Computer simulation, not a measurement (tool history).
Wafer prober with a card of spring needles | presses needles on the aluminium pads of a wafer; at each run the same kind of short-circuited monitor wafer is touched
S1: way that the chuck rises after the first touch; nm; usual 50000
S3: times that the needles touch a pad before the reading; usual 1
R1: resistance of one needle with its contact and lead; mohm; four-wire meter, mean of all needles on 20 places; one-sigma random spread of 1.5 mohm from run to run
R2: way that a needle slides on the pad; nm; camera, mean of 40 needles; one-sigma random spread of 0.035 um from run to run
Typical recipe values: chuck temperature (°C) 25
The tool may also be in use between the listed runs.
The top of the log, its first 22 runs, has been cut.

{"hour": 797.2, "done": "tips cleaned on abrasive film"}
{"run": 23, "hour": 806.4, "S1": 50000, "chuck temperature (°C)": 27, "S3": 2, "R1": 152, "R2": 8390}
{"run": 24, "hour": 835.9, "S1": 39000, "chuck temperature (°C)": 58, "S3": 2, "R1": 180, "R2": 6460}
{"hour": 838.2, "done": "tips cleaned on abrasive film"}
{"run": 25, "hour": 860.5, "S1": 39000, "chuck temperature (°C)": 58, "S3": 2, "R1": 175, "R2": 6520}
{"hour": 879.7, "done": "tips cleaned on abrasive film"}
{"run": 26, "hour": 911.1, "S1": 40000, "chuck temperature (°C)": 58, "S3": 2, "R1": 178, "R2": 6560}
{"hour": 913.9, "done": "height of the first contact set anew"}
{"hour": 921.1, "done": "tips cleaned on abrasive film"}
{"run": 27, "hour": 950.8, "S1": 62000, "chuck temperature (°C)": 92, "S3": 3, "R1": 155, "R2": 10930}
{"hour": 961.8, "done": "tips cleaned on abrasive film"}
{"run": 28, "hour": 987.2, "S1": 62000, "chuck temperature (°C)": 92, "S3": 3, "R1": 156, "R2": 10960}
{"hour": 1004.4, "done": "tips cleaned on abrasive film"}
{"run": 29, "hour": 1012.9, "S1": 47000, "chuck temperature (°C)": 30, "S3": 3, "R1": 152, "R2": 8220}
{"hour": 1044.3, "done": "tips cleaned on abrasive film"}
{"run": 30, "hour": 1061.9, "S1": 35000, "chuck temperature (°C)": 39, "S3": 1, "R1": 186, "R2": 6120}
{"hour": 1087.5, "done": "tips cleaned on abrasive film"}
{"run": 31, "hour": 1087.9, "S1": 50000, "chuck temperature (°C)": 111, "S3": 1, "R1": 162, "R2": 8790}
{"hour": 1129.6, "done": "tips cleaned on abrasive film"}
{"run": 32, "hour": 1136.5, "S1": 35000, "chuck temperature (°C)": 111, "S3": 1, "R1": 187, "R2": 5990}
{"hour": 1171.5, "done": "tips cleaned on abrasive film"}
{"run": 33, "hour": 1173.9, "S1": 44000, "chuck temperature (°C)": 67, "S3": 2, "R1": 159, "R2": 7650}

Alternative continuations, all from the tool just after run 33; predict every row:
{"run": "A", "hour": 1201.6, "S1": 50000, "chuck temperature (°C)": 29, "S3": 3, "R1": "?", "R2": "?"}
{"run": "B", "hour": 1201.6, "S1": 50000, "chuck temperature (°C)": 83, "S3": 1, "R1": "?", "R2": "?"}
{"run": "C", "hour": 1201.6, "S1": 60000, "chuck temperature (°C)": 44, "S3": 1, "R1": "?", "R2": "?"}

run=A R1=150 R2=8670
run=B R1=176 R2=8700
run=C R1=159 R2=10460
With no hidden state in the tool, these same runs would have given:
run=A R1=140 R2=8790
run=B R1=153 R2=8830
run=C R1=142 R2=10580
